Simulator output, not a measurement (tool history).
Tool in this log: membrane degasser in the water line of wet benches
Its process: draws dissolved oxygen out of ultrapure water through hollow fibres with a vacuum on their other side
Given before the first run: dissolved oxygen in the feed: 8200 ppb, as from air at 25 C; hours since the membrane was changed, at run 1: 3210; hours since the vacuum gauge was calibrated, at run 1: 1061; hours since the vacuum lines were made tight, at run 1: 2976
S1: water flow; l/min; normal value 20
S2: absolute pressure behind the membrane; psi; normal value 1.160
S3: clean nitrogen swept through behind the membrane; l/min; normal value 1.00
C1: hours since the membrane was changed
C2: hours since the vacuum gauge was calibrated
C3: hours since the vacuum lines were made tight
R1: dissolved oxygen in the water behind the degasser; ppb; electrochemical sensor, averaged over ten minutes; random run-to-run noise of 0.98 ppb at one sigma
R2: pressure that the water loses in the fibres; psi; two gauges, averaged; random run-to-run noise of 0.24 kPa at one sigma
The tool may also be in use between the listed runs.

| run | hour | S1 | S2 | S3 | C1 | C2 | C3 | R1 | R2 |
|---|---|---|---|---|---|---|---|---|---|
| 1 | 0.0 | 20 | 1.160 | 1.00 | 3210 | 1061 | 2976 | 216.5 | 8.968 |
| 2 | 44.2 | 20 | 1.160 | 1.00 | 3254 | 1105 | 3020 | 214.5 | 8.952 |
| 3 | 116.5 | 20 | 1.160 | 1.00 | 3326 | 1178 | 3092 | 217.4 | 8.929 |
| 4 | 191.7 | 20 | 1.160 | 1.00 | 3402 | 1253 | 3167 | 217.3 | 8.936 |
| 5 | 246.2 | 20 | 1.160 | 1.00 | 3456 | 1307 | 3222 | 217.0 | 9.042 |
| 6 | 311.6 | 20 | 1.160 | 1.00 | 3522 | 1373 | 3287 | 216.2 | 8.937 |
| 7 | 366.4 | 20 | 1.160 | 1.13 | 3576 | 1428 | 3342 | 195.5 | 9.023 |
| 8 | 410.1 | 20 | 1.160 | 1.00 | 3620 | 1471 | 3386 | 217.4 | 8.860 |
| 9 | 467.3 | 20 | 1.810 | 1.00 | 3677 | 1529 | 3443 | 400.8 | 8.904 |
| 10 | 505.8 | 20 | 1.160 | 1.00 | 3716 | 1567 | 3482 | 217.6 | 8.923 |
| 11 | 543.2 | 20 | 1.160 | 1.00 | 3753 | 1604 | 3519 | 216.2 | 8.895 |
| 12 | 620.8 | 20 | 1.160 | 1.00 | 3831 | 1682 | 3597 | 217.9 | 8.862 |
| 13 | 661.8 | 20 | 1.160 | 1.00 | 3872 | 1723 | 3638 | 215.1 | 8.836 |
| 14 | 738.2 | 20 | 1.160 | 1.00 | 3948 | 1799 | 3714 | 216.4 | 8.844 |
| 15 | 790.9 | 20 | 1.160 | 1.00 | 4001 | 1852 | 3767 | 214.2 | 8.840 |
| 16 | 863.4 | 20 | 1.160 | 1.00 | 4073 | 1925 | 3839 | 216.8 | 8.734 |

What will run 17 give?
| 17 | 943.5 | 15 | 2.176 | 0.44 | 4153 | 2005 | 3919 | ? | ? |

{"run 17": {"R1": 771.6, "R2": 6.641}}
On a tool with no hidden condition, and with the same random variation, this run would have come out at R1 771.4 ppb, R2 6.773 psi.
